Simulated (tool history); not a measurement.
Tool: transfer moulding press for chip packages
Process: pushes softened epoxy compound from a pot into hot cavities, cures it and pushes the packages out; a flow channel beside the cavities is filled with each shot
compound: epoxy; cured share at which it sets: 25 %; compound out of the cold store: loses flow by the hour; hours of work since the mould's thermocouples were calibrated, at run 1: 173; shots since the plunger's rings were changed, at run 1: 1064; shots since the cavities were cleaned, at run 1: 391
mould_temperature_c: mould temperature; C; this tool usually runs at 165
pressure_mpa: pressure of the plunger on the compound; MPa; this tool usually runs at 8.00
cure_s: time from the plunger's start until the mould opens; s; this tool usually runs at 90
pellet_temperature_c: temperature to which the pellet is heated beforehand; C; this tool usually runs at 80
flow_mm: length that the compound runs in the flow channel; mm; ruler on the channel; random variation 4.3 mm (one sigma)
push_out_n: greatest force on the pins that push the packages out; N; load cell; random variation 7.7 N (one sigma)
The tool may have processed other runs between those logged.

run	hour	mould_temperature_c	pressure_mpa	cure_s	pellet_temperature_c	hours of work since the mould's thermocouples were calibrated	shots since the plunger's rings were changed	shots since the cavities were cleaned	incoming compound's hours out of the cold store	flow_mm	push_out_n
1	0.0	165	8.00	90	80	173	1064	391	8.3	907	472
2	9.7	165	8.00	90	73	177	1139	466	30.9	783	467
3	22.1	165	8.00	90	73	182	1234	561	22.5	817	486
# hour 33.1: cavities cleaned with cleaning compound and waxed
4	34.9	165	8.00	91	80	187	1322	14	34.8	757	337
5	44.3	165	8.00	90	80	191	1395	87	44.5	706	352
6	51.1	165	8.00	90	80	194	1447	139	29.2	782	393
7	58.3	165	8.00	90	80	197	1503	195	39.3	739	403
8	69.1	165	8.00	90	80	201	1587	279	45.9	706	406
9	76.5	165	8.00	90	80	205	1643	335	33.0	768	428
10	83.8	165	8.00	90	80	208	1700	392	18.9	839	456
11	94.5	165	8.00	90	80	212	1783	475	47.7	693	421
12	105.2	165	8.00	90	80	217	1866	558	32.4	769	459
13	110.7	165	8.00	90	80	219	1908	600	43.6	712	439
# hour 113.5: mould's thermocouples calibrated
# hour 118.9: cavities cleaned with cleaning compound and waxed
14	126.1	165	8.00	90	80	5	2000	56	23.9	809	383
15	134.9	163	8.00	95	80	8	2068	124	14.1	858	413
16	142.3	163	8.00	95	80	12	2126	182	41.4	721	382
# hour 156.0: mould's thermocouples calibrated, once more
17	156.0	165	6.62	90	71	0	2216	272	21.7	734	430
18	164.1	165	6.62	90	71	3	2279	335	32.3	687	425
19	172.4	165	8.58	90	71	7	2343	399	40.8	744	430
20	183.1	165	8.00	90	75	12	2425	481	26.3	791	480
21	191.0	164	7.35	104	79	15	2487	543	40.6	689	349
# hour 204.9: cavities cleaned with cleaning compound and waxed
22	204.9	165	8.19	89	80	20	2583	1	23.5	802	339
23	214.4	159	8.00	83	80	24	2656	74	40.1	725	652
24	225.6	159	8.00	83	86	29	2743	161	43.4	704	621
25	233.4	162	8.00	84	71	32	2803	221	8.1	887	652
26	244.1	158	8.00	78	80	37	2885	303	42.9	715	832
27	250.9	171	8.00	79	80	40	2938	356	45.7	691	395
28	257.1	171	8.00	79	80	42	2986	404	39.1	711	423

Below, each run's measurement less what the same run would have read without the hidden state. Both values contain the same run-to-run variation, but the gauge's scatter may not be the same in both:
Hidden conditions of the tool in this case: true mould temperature over the reading, C; pressure that reaches the compound, % of what is set; grip of the stained cavities, % over clean ones'; drift of the gauge itself on flow_mm, %; drift of the gauge itself on push_out_n, %.
run	flow_mm	push_out_n
1	-14	+116
2	-14	+124
3	-15	+140
4	-16	+22
5	-15	+46
6	-18	+62
7	-17	+75
8	-17	+92
9	-19	+106
10	-22	+121
11	-19	+121
12	-22	+140
13	-21	+138
14	-25	+39
15	-27	+64
16	-24	+73
17	-26	+89
18	-25	+98
19	-28	+107
20	-31	+128
21	-27	+100
22	-33	+8
23	-31	+58
24	-31	+95
25	-40	+121
26	-33	+181
27	-32	+92
28	-34	+105
